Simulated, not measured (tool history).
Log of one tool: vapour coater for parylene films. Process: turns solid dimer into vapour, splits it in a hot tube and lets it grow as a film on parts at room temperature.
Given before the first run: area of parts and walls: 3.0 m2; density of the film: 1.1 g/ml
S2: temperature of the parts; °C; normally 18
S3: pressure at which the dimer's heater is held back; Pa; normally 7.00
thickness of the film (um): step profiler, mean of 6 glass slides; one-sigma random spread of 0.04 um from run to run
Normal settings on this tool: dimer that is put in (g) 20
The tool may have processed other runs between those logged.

{"run": 1, "hour": 0.0, "dimer that is put in (g)": 20, "S2": 18, "S3": 7.0, "thickness of the film (um)": 4.14}
{"run": 2, "hour": 37.5, "dimer that is put in (g)": 20, "S2": 18, "S3": 3.83, "thickness of the film (um)": 4.29}
{"run": 3, "hour": 102.1, "dimer that is put in (g)": 20, "S2": 18, "S3": 3.83, "thickness of the film (um)": 4.26}
{"run": 4, "hour": 151.8, "dimer that is put in (g)": 20, "S2": 18, "S3": 3.83, "thickness of the film (um)": 4.2}
{"run": 5, "hour": 209.1, "dimer that is put in (g)": 20, "S2": 18, "S3": 7.0, "thickness of the film (um)": 3.96}
{"run": 6, "hour": 247.6, "dimer that is put in (g)": 20, "S2": 18, "S3": 7.0, "thickness of the film (um)": 3.95}
{"run": 7, "hour": 292.4, "dimer that is put in (g)": 20, "S2": 18, "S3": 7.0, "thickness of the film (um)": 3.95}
{"run": 8, "hour": 331.7, "dimer that is put in (g)": 20, "S2": 18, "S3": 7.0, "thickness of the film (um)": 3.95}
{"run": 9, "hour": 382.3, "dimer that is put in (g)": 20, "S2": 18, "S3": 3.33, "thickness of the film (um)": 4.15}
{"run": 10, "hour": 437.2, "dimer that is put in (g)": 20, "S2": 18, "S3": 2.05, "thickness of the film (um)": 4.22}
{"run": 11, "hour": 477.7, "dimer that is put in (g)": 20, "S2": 18, "S3": 2.05, "thickness of the film (um)": 4.26}
{"hour": 503.2, "done": "trap's valve overhauled"}
{"run": 12, "hour": 536.3, "dimer that is put in (g)": 20, "S2": 18, "S3": 2.05, "thickness of the film (um)": 4.9}
{"run": 13, "hour": 582.2, "dimer that is put in (g)": 11, "S2": 14, "S3": 5.39, "thickness of the film (um)": 2.75}
{"run": 14, "hour": 652.8, "dimer that is put in (g)": 33, "S2": 18, "S3": 7.0, "thickness of the film (um)": 7.27}
{"run": 15, "hour": 715.0, "dimer that is put in (g)": 33, "S2": 18, "S3": 10.73, "thickness of the film (um)": 6.94}

What will run 16 give?
{"run": 16, "hour": 768.4, "dimer that is put in (g)": 33, "S2": 18, "S3": 10.73, "thickness of the film (um)": "?"}

thickness of the film (um): 6.76
Were there no unlogged condition in the tool, this run, its random variation unchanged, would have produced thickness of the film (um) 6.93.
